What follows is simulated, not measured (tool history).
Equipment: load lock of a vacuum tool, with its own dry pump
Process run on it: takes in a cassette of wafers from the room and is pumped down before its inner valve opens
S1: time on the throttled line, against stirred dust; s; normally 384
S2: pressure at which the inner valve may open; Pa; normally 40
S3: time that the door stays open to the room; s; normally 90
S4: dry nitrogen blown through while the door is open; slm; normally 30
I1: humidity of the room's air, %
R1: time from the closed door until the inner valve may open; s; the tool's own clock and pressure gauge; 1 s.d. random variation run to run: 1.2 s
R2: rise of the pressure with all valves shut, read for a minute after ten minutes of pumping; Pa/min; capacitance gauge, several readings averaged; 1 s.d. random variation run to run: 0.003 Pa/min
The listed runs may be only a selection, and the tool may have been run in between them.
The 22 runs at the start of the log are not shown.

Run 23, hour 1735.7: usual settings but S1 238 s, S4 21 slm; I1 46.6. Result: R1 378.6 s, R2 0.045 Pa/min.
Run 24, hour 1821.7: usual settings but S1 231 s, S2 31 Pa, S4 33 slm; I1 47. Result: R1 379.4 s, R2 0.041 Pa/min.
Run 25, hour 1878.1: usual settings but S1 231 s, S2 31 Pa, S4 33 slm; I1 44.7. Result: R1 378.9 s, R2 0.044 Pa/min.
Run 26, hour 1934: usual settings but S1 231 s, S2 31 Pa, S4 33 slm; I1 45.7. Result: R1 377.5 s, R2 0.043 Pa/min.
Run 27, hour 2047.7: usual settings but S1 231 s, S2 31 Pa, S4 33 slm; I1 42.7. Result: R1 379.6 s, R2 0.041 Pa/min.
Run 28, hour 2114.4: usual settings but S1 231 s, S2 31 Pa, S4 33 slm; I1 43.6. Result: R1 377.7 s, R2 0.042 Pa/min.
Run 29, hour 2221.4: usual settings but S1 231 s, S2 31 Pa, S4 33 slm; I1 45.3. Result: R1 378.2 s, R2 0.045 Pa/min.
Run 30, hour 2312.3: usual settings but S1 388 s, S2 58 Pa; I1 48.3. Result: R1 505.2 s, R2 0.046 Pa/min.
Run 31, hour 2403.2: usual settings but S1 208 s, S2 70 Pa, S4 6 slm; I1 44.6. Result: R1 340.5 s, R2 0.062 Pa/min.
Run 32, hour 2456.6: usual settings but S1 208 s, S2 32 Pa, S4 5 slm; I1 45.1. Result: R1 354.9 s, R2 0.064 Pa/min.
Run 33, hour 2537.9: usual settings but S1 208 s, S2 32 Pa, S4 5 slm; I1 44.9. Result: R1 358.2 s, R2 0.063 Pa/min.
Run 34, hour 2629.5: usual settings but S1 535 s, S2 30 Pa, S3 127 s; I1 43.1. Result: R1 648.2 s, R2 0.051 Pa/min.
Run 35, hour 2731.2: usual settings but S1 581 s, S2 30 Pa, S3 53 s; I1 45.5. Result: R1 688.4 s, R2 0.045 Pa/min.
Run 36, hour 2824.2: usual settings but S4 12 slm; I1 45.3. Result: R1 507.7 s, R2 0.058 Pa/min.
Run 37, hour 2906.2: usual settings but S3 31 s; I1 47.3. Result: R1 508.6 s, R2 0.04 Pa/min.

What does the tool deliver on the next run?
Run 38, hour 2995.8: usual settings but S3 31 s; I1 45.8. Result: R1 ?, R2 ?.

R1: 508.9 s
R2: 0.04 Pa/min
With no hidden state in the tool, this same run would have given R1 501.9 s, R2 0.005 Pa/min.

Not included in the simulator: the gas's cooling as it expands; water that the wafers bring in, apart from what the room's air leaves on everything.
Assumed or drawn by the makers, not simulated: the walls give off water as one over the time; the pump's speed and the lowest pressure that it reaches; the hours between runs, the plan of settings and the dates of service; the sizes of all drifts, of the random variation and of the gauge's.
